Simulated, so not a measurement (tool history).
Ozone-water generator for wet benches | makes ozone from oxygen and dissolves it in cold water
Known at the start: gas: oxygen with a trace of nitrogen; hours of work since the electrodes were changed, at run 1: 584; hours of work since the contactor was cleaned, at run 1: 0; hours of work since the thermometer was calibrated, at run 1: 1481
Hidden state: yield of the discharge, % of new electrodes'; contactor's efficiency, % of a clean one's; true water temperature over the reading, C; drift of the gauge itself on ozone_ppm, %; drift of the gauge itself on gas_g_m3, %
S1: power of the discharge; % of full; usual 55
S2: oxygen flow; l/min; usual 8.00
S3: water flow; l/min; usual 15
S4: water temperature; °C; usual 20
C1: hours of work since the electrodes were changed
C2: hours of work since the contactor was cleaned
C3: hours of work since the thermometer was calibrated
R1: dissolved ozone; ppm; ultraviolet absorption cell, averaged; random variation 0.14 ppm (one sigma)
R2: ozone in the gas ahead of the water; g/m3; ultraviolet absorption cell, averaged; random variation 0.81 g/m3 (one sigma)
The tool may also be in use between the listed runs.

run	hour	S1	S2	S3	S4	C1	C2	C3	R1	R2
1	0.0	55	8.00	15	20	584	0	1481	15.6	126.8
2	59.2	55	5.14	15	20	639	55	1536	17.6	170.4
3	123.7	67	8.00	15	20	698	114	1595	17.9	146.0
4	208.4	67	8.00	15	20	776	192	1673	18.2	147.2
5	282.1	67	8.00	15	20	844	260	1741	18.0	146.5
6	337.2	67	8.00	15	20	895	311	1792	17.9	145.3
7	422.9	67	8.00	15	20	974	390	1871	18.3	145.0
8	512.0	67	8.00	15	20	1056	472	1953	17.8	145.8
# hour 520.6: contactor cleaned
9	572.7	52	6.80	10	13	1108	48	2006	23.8	136.3
10	612.0	52	6.80	10	13	1145	84	2042	23.4	136.1
11	660.0	55	8.00	15	20	1189	128	2086	15.2	127.9
12	708.1	55	5.08	21	19	1233	173	2131	13.0	172.2
13	757.7	94	10.64	13	20	1279	219	2176	22.3	152.5
14	838.3	94	6.66	13	19	1353	293	2251	26.8	208.2

5 ways to go on from here, each from the tool as it stands after run 14. What would each give?
A	881.5	94	6.66	13	22	1393	333	2290	?	?
B	881.5	40	8.00	14	20	1393	333	2290	?	?
C	881.5	61	8.00	15	20	1393	333	2290	?	?
D	881.5	44	8.00	14	20	1393	333	2290	?	?
E	881.5	55	13.63	23	19	1393	333	2290	?	?

run	R1	R2
A	24.9	207.4
B	12.6	102.1
C	16.7	136.2
D	13.8	107.3
E	9.9	88.0
Without the tool's hidden state the same runs would have given:
run	R1	R2
A	26.0	210.3
B	13.1	102.8
C	17.4	137.6
D	14.4	108.1
E	10.4	88.8
